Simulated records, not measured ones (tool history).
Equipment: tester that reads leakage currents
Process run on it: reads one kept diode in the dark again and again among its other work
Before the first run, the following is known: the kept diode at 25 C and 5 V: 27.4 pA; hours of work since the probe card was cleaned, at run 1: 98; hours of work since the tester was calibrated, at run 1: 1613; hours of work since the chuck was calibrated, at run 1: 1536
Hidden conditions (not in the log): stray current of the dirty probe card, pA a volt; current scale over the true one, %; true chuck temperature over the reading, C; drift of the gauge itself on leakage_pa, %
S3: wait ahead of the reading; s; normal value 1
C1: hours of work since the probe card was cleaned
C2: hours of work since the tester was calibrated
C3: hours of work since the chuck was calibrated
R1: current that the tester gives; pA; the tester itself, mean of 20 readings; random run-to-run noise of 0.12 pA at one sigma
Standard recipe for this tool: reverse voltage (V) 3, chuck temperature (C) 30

Run 1, hour 0: usual settings; C1 98; C2 1613; C3 1536. Result: R1 31.18 pA.
Run 2, hour 41.4: usual settings but S3 6.97 s; C1 120; C2 1634; C3 1558. Result: R1 30.38 pA.
Run 3, hour 81.8: usual settings but S3 8.81 s; C1 140; C2 1655; C3 1578. Result: R1 30.24 pA.
Run 4, hour 116.1: usual settings but S3 8.81 s; C1 158; C2 1672; C3 1596. Result: R1 30.22 pA.
Run 5, hour 161.4: usual settings but S3 6.26 s; C1 181; C2 1695; C3 1619. Result: R1 30.14 pA.
Run 6, hour 198.5: usual settings but S3 6.26 s; C1 200; C2 1714; C3 1638. Result: R1 30.27 pA.
Run 7, hour 224.9: usual settings but S3 1.17 s; C1 214; C2 1728; C3 1652. Result: R1 30.69 pA.
Run 8, hour 255.8: usual settings but S3 1.17 s; C1 229; C2 1744; C3 1667. Result: R1 30.68 pA.
Run 9, hour 302.3: usual settings but S3 1.17 s; C1 253; C2 1768; C3 1691. Result: R1 30.75 pA.
Run 10, hour 337.2: usual settings but chuck temperature (C) 32; C1 271; C2 1785; C3 1709. Result: R1 36.54 pA.
Run 11, hour 389.1: usual settings but reverse voltage (V) 3.02, S3 1.22 s; C1 298; C2 1812; C3 1736. Result: R1 30.58 pA.
Run 12, hour 431.7: usual settings but reverse voltage (V) 5.81, chuck temperature (C) 33, S3 0.34 s; C1 319; C2 1834; C3 1757. Result: R1 58.71 pA.
Run 13, hour 468.4: usual settings but reverse voltage (V) 4.73, chuck temperature (C) 42, S3 0.55 s; C1 338; C2 1853; C3 1776. Result: R1 108.34 pA.
At hour 475: chuck's temperature calibrated.
Run 14, hour 502.9: usual settings but reverse voltage (V) 1.4, chuck temperature (C) 21, S3 0.55 s; C1 355; C2 1869; C3 14. Result: R1 9.13 pA.
Run 15, hour 536.7: usual settings but chuck temperature (C) 54; C1 372; C2 1886; C3 32. Result: R1 215.74 pA.
Run 16, hour 560.6: usual settings but reverse voltage (V) 11.41, chuck temperature (C) 53; C1 384; C2 1899; C3 44. Result: R1 378.08 pA.
Run 17, hour 615.3: usual settings but reverse voltage (V) 10.47, S3 1.49 s; C1 412; C2 1927; C3 72. Result: R1 53.45 pA.
Run 18, hour 654.5: usual settings but reverse voltage (V) 10.47, S3 1.49 s; C1 432; C2 1947; C3 92. Result: R1 53.16 pA.
Run 19, hour 702.2: usual settings but reverse voltage (V) 1.76, chuck temperature (C) 52, S3 0.46 s; C1 457; C2 1971; C3 116. Result: R1 142.32 pA.

Hidden state or all else? Some run-to-run changes of R1, split into what the settings, what came in and random variation would give without the hidden state, and what is left for the hidden state (with any gauge scatter that isn't in both results):
Run 16 -> 17: reverse voltage (V) 11.41 -> 10.47, chuck temperature (C) 53 -> 30, S3 1 -> 1.49. R1 -324.63 pA: hidden state +61.66, all else -386.29.
